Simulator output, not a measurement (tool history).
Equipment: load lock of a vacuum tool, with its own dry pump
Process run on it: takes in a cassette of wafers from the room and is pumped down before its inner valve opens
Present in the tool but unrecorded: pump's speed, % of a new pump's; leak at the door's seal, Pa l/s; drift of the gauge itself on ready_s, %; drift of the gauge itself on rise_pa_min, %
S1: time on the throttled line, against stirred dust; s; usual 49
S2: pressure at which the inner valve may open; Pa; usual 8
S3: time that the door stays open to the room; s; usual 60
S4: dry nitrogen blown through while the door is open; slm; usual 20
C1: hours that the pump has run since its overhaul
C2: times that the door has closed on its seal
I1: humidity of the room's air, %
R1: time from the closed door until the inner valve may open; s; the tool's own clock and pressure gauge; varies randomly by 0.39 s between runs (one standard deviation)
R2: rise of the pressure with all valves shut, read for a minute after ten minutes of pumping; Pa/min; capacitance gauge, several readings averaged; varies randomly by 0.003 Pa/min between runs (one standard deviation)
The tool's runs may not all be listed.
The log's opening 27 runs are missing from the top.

run 28 hour=6467.3 | S1=72 S2=11 S3=54 S4=15 | C1=8044 C2=46410 | I1=42.4 | R1=108.3 R2=0.144
run 29 hour=6797.9 | S1=34 S2=11 S3=193 S4=45 | C1=8375 C2=47593 | I1=44.7 | R1=76.3 R2=0.167
run 30 hour=6998.0 | S1=34 S2=11 S3=193 S4=45 | C1=8575 C2=48309 | I1=42.9 | R1=76.6 R2=0.162
run 31 hour=7234.3 | S1=86 S2=10 S3=193 S4=6 | C1=8811 C2=49154 | I1=44.0 | R1=120.5 R2=0.213
run 32 hour=7393.4 | S1=49 S2=7 S3=60 S4=20 | C1=8970 C2=49723 | I1=43.9 | R1=91.5 R2=0.172
run 33 hour=7706.2 | S1=49 S2=7 S3=60 S4=20 | C1=9283 C2=50843 | I1=46.0 | R1=92.3 R2=0.172
run 34 hour=7860.1 | S1=45 S2=7 S3=75 S4=20 | C1=9437 C2=51394 | I1=43.6 | R1=88.1 R2=0.182
run 35 hour=8020.5 | S1=45 S2=7 S3=75 S4=8 | C1=9598 C2=51968 | I1=42.4 | R1=87.7 R2=0.192
run 36 hour=8207.1 | S1=41 S2=10 S3=33 S4=20 | C1=9784 C2=52635 | I1=46.2 | R1=83.7 R2=0.180
run 37 hour=8510.0 | S1=60 S2=13 S3=30 S4=32 | C1=10087 C2=53719 | I1=44.7 | R1=98.6 R2=0.176

Predict each of these 3 candidate next runs independently; none follows another, all start after run 37:
run A hour=8650.2 | S1=30 S2=15 S3=30 S4=32 | C1=10227 C2=54221 | I1=42.9 | R1=? R2=?
run B hour=8650.2 | S1=27 S2=13 S3=30 S4=32 | C1=10227 C2=54221 | I1=42.9 | R1=? R2=?
run C hour=8650.2 | S1=49 S2=15 S3=60 S4=20 | C1=10227 C2=54221 | I1=47.0 | R1=? R2=?

run=A R1=72.1 R2=0.187
run=B R1=70.0 R2=0.183
run=C R1=87.6 R2=0.199
The same runs, with their run-to-run variation unchanged, on a tool lacking any hidden condition would have given:
run=A R1=68.1 R2=0.010
run=B R1=65.9 R2=0.006
run=C R1=83.9 R2=0.021

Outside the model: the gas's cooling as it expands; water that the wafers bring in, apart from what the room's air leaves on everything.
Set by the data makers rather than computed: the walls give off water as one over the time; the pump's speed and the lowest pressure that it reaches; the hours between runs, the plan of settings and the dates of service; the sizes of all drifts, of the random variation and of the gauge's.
